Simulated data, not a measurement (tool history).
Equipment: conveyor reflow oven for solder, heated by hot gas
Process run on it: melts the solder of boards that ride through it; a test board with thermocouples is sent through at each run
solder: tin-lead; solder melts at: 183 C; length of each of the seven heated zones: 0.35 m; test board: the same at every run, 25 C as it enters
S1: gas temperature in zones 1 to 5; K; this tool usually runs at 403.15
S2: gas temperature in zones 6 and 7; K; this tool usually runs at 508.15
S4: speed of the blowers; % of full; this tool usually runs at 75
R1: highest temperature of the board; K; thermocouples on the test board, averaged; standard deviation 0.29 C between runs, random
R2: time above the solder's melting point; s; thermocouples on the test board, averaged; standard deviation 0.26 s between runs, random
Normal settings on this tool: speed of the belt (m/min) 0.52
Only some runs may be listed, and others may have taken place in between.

{"run": 1, "hour": 0.0, "S1": 403.15, "S2": 508.15, "speed of the belt (m/min)": 0.52, "S4": 75, "R1": 493.35, "R2": 60.4}
{"run": 2, "hour": 31.1, "S1": 403.15, "S2": 508.15, "speed of the belt (m/min)": 0.52, "S4": 75, "R1": 492.75, "R2": 60.4}
{"run": 3, "hour": 89.9, "S1": 403.15, "S2": 508.15, "speed of the belt (m/min)": 0.52, "S4": 75, "R1": 492.95, "R2": 60.5}
{"run": 4, "hour": 159.7, "S1": 403.15, "S2": 508.15, "speed of the belt (m/min)": 0.52, "S4": 75, "R1": 493.55, "R2": 59.9}
{"run": 5, "hour": 215.5, "S1": 403.15, "S2": 508.15, "speed of the belt (m/min)": 0.52, "S4": 75, "R1": 493.05, "R2": 60.3}
{"run": 6, "hour": 247.5, "S1": 403.15, "S2": 508.15, "speed of the belt (m/min)": 0.52, "S4": 74, "R1": 492.85, "R2": 60.4}
{"hour": 287.4, "done": "flux residue cleaned out of gas plates and filters"}
{"run": 7, "hour": 297.4, "S1": 403.15, "S2": 508.15, "speed of the belt (m/min)": 0.52, "S4": 75, "R1": 493.25, "R2": 60.2}
{"run": 8, "hour": 361.1, "S1": 403.15, "S2": 508.15, "speed of the belt (m/min)": 0.52, "S4": 75, "R1": 493.25, "R2": 60.5}
{"run": 9, "hour": 417.0, "S1": 403.15, "S2": 508.15, "speed of the belt (m/min)": 0.52, "S4": 75, "R1": 493.45, "R2": 60.9}
{"run": 10, "hour": 476.1, "S1": 403.15, "S2": 508.15, "speed of the belt (m/min)": 0.52, "S4": 75, "R1": 493.15, "R2": 60.5}
{"run": 11, "hour": 531.3, "S1": 403.15, "S2": 508.15, "speed of the belt (m/min)": 0.52, "S4": 75, "R1": 493.05, "R2": 60.2}
{"run": 12, "hour": 605.7, "S1": 403.15, "S2": 508.15, "speed of the belt (m/min)": 0.52, "S4": 75, "R1": 492.85, "R2": 60.4}
{"run": 13, "hour": 679.3, "S1": 403.15, "S2": 508.15, "speed of the belt (m/min)": 0.52, "S4": 75, "R1": 493.05, "R2": 60.3}

Predict the results of run 14:
{"hour": 716.4, "done": "thermocouples of zones 6 and 7 changed"}
{"run": 14, "hour": 742.3, "S1": 416.15, "S2": 508.15, "speed of the belt (m/min)": 0.52, "S4": 57, "R1": "?", "R2": "?"}

R1: 491.25 K
R2: 62.7 s
Minus the tool's unlogged condition, the same run would have read R1 491.35 K, R2 62.8 s.
